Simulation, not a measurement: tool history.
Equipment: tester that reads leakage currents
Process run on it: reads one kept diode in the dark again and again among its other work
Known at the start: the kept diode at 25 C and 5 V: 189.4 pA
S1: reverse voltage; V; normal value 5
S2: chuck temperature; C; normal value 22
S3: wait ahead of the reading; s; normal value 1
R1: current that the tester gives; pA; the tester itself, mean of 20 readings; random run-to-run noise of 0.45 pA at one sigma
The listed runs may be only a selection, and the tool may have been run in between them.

| run | day | S1 | S2 | S3 | R1 |
|---|---|---|---|---|---|
| 1 | 0 | 5 | 22 | 1 | 154.75 |
| 2 | 1.5 | 5 | 22 | 1 | 153.19 |
| 3 | 3.183 | 5 | 58 | 1 | 2482.26 |
| 4 | 4.362 | 5 | 58 | 1 | 2460.14 |
| 5 | 5.483 | 5 | 22 | 0.39 | 153.46 |
| 6 | 7.208 | 18.04 | 22 | 1 | 268.28 |
| 7 | 8.154 | 18.04 | 22 | 1 | 269.22 |
| 8 | 9.483 | 18.04 | 22 | 1 | 264.52 |
| 9 | 11.271 | 5 | 22 | 1 | 146.42 |
| 10 | 13.371 | 5 | 22 | 1 | 145.67 |
| 11 | 14.567 | 5 | 22 | 1 | 145.53 |
| 12 | 16.758 | 5 | 22 | 1 | 143.49 |
| 13 | 18.167 | 5 | 22 | 1.76 | 141.98 |
| 14 | 19.45 | 5 | 22 | 7.47 | 140.78 |
| 15 | 20.983 | 5 | 22 | 7.47 | 140.41 |
| 16 | 22.708 | 5 | 22 | 7.47 | 138.86 |
| 17 | 24.079 | 5 | 22 | 7.47 | 138.25 |
| 18 | 25.329 | 5 | 22 | 7.47 | 136.5 |
| 19 | 27.433 | 5 | 22 | 7.47 | 135.79 |
| 20 | 28.788 | 5 | 22 | 2.18 | 135.9 |
| 21 | 30.667 | 18.2 | 58 | 3.82 | 3837.32 |
| 22 | 32.075 | 18.2 | 58 | 3.82 | 3785.99 |
| 23 | 34.171 | 12.87 | 27 | 0.41 | 317.44 |
| 24 | 36.038 | 3.08 | 22 | 7.85 | 105.32 |
| 25 | 37.092 | 3.08 | 22 | 7.85 | 105.28 |
| 26 | 39.025 | 1.85 | 22 | 0.42 | 85.54 |
| 27 | 40.879 | 5 | 22 | 0.37 | 133.56 |
|  | 41.925 | chuck's temperature calibrated |
| 28 | 42.504 | 2.43 | 32 | 0.37 | 258.22 |
|  | 43.079 | probe card cleaned and baked |
| 29 | 44.867 | 6.8 | 47 | 0.61 | 1259.33 |
| 30 | 46.442 | 6.8 | 23 | 0.56 | 181.48 |
| 31 | 47.454 | 6.8 | 23 | 0.56 | 181.66 |
| 32 | 48.967 | 1.72 | 47 | 0.47 | 690.9 |
| 33 | 50.296 | 12.23 | 22 | 1 | 209.75 |
| 34 | 52.404 | 5 | 22 | 0.82 | 141.7 |
| 35 | 54.658 | 5 | 22 | 0.82 | 140.18 |
| 36 | 55.617 | 5 | 22 | 0.82 | 139.38 |
| 37 | 57.542 | 4.43 | 33 | 3.66 | 329.63 |
| 38 | 58.846 | 5.78 | 35 | 3.66 | 431.2 |
| 39 | 60.712 | 1.94 | 42 | 0.6 | 474.72 |

Difference, measured minus no-hidden-state, one row per run. Run-to-run variation is common to both terms; the gauge's own scatter need not be:
What the log doesn't record here: stray current of the dirty probe card, pA a volt; current scale over the true one, %; true chuck temperature over the reading, C; drift of the gauge itself on leakage_pa, %.
| run | R1 |
|---|---|
| 1 | +6.32 |
| 2 | +5.35 |
| 3 | +8.39 |
| 4 | -3.32 |
| 5 | +2.74 |
| 6 | +11.25 |
| 7 | +10.6 |
| 8 | +9.23 |
| 9 | -0.64 |
| 10 | -2.03 |
| 11 | -2.78 |
| 12 | -3.92 |
| 13 | -4.78 |
| 14 | -5.51 |
| 15 | -6.4 |
| 16 | -7.35 |
| 17 | -8.19 |
| 18 | -8.92 |
| 19 | -10.06 |
| 20 | -10.89 |
| 21 | -407.87 |
| 22 | -426.78 |
| 23 | -28.41 |
| 24 | -13.42 |
| 25 | -13.92 |
| 26 | -12.87 |
| 27 | -17.28 |
| 28 | +3.04 |
| 29 | -13.91 |
| 30 | -3.29 |
| 31 | -4.15 |
| 32 | -20.33 |
| 33 | -6.67 |
| 34 | -6.27 |
| 35 | -7.68 |
| 36 | -8.28 |
| 37 | -23 |
| 38 | -32.06 |
| 39 | -39.22 |
